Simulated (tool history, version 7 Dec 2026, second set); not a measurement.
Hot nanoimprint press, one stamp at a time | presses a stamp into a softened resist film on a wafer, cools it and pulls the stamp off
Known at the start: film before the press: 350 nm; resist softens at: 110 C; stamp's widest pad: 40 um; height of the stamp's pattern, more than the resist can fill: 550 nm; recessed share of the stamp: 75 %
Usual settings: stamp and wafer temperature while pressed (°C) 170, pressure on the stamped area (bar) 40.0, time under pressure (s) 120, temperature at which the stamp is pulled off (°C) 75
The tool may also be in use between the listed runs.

run,hour,stamp and wafer temperature while pressed (°C),pressure on the stamped area (bar),time under pressure (s),temperature at which the stamp is pulled off (°C),resist left under the stamp's widest pad (angstrom),greatest force while the stamp is pulled off (N)
1,0.0,170,40.0,120,75,1287,162
2,56.5,170,40.0,120,75,1288,168
3,87.2,170,40.0,120,75,1291,168
4,127.6,170,40.0,114,75,1322,181
5,151.9,177,40.0,120,75,977,180
# hour 170.1: plate thermocouple calibrated
6,204.7,170,52.6,120,75,1118,189
7,243.3,170,52.6,120,76,1123,185
# hour 268.7: stamp cleaned and given a new release coat
8,276.3,170,40.0,120,75,1290,131
# hour 332.2: press's hydraulic seals changed and the load cell set to zero
9,335.9,170,40.0,120,75,1275,135
10,391.2,170,40.0,120,75,1284,142
11,433.4,170,40.0,120,75,1291,147
12,483.6,170,40.0,120,75,1296,148
13,515.8,170,40.0,120,75,1300,166
14,553.7,170,40.0,120,64,1309,201
15,594.1,170,40.0,120,64,1321,210
16,649.7,170,40.0,120,64,1312,213
# hour 674.6: plate thermocouple calibrated
17,682.4,170,40.0,120,64,1252,219
18,711.8,170,40.0,66,75,1579,190
19,762.5,170,25.0,120,74,1576,198
# hour 797.1: stamp cleaned and given a new release coat
20,820.6,168,40.0,120,78,1385,121
21,876.2,170,46.4,197,75,968,139
22,902.4,170,46.4,197,75,975,140
23,950.0,170,46.4,197,75,977,148
24,974.6,170,46.4,197,75,982,148
25,1016.4,170,44.9,120,69,1219,175
26,1042.4,170,44.9,120,69,1230,181
27,1083.1,170,44.9,120,82,1233,148
28,1109.7,159,35.8,120,72,2139,178
29,1159.2,174,30.6,120,72,1279,185

Forecast each of these 4 alternatives for the next run:
# hour 1174.6: plate thermocouple calibrated
A,1201.1,174,45.7,120,72,?,?
# hour 1174.6: plate thermocouple calibrated
B,1201.1,174,30.6,74,81,?,?
# hour 1174.6: plate thermocouple calibrated
C,1201.1,178,30.6,120,75,?,?
# hour 1174.6: plate thermocouple calibrated
D,1201.1,159,40.7,120,78,?,?

run,resist left under the stamp's widest pad (angstrom),greatest force while the stamp is pulled off (N)
A,1000,188
B,1474,165
C,1037,173
D,1980,169
Without the tool's hidden state the same runs would have given:
run,resist left under the stamp's widest pad (angstrom),greatest force while the stamp is pulled off (N)
A,992,132
B,1471,117
C,1034,122
D,1975,119

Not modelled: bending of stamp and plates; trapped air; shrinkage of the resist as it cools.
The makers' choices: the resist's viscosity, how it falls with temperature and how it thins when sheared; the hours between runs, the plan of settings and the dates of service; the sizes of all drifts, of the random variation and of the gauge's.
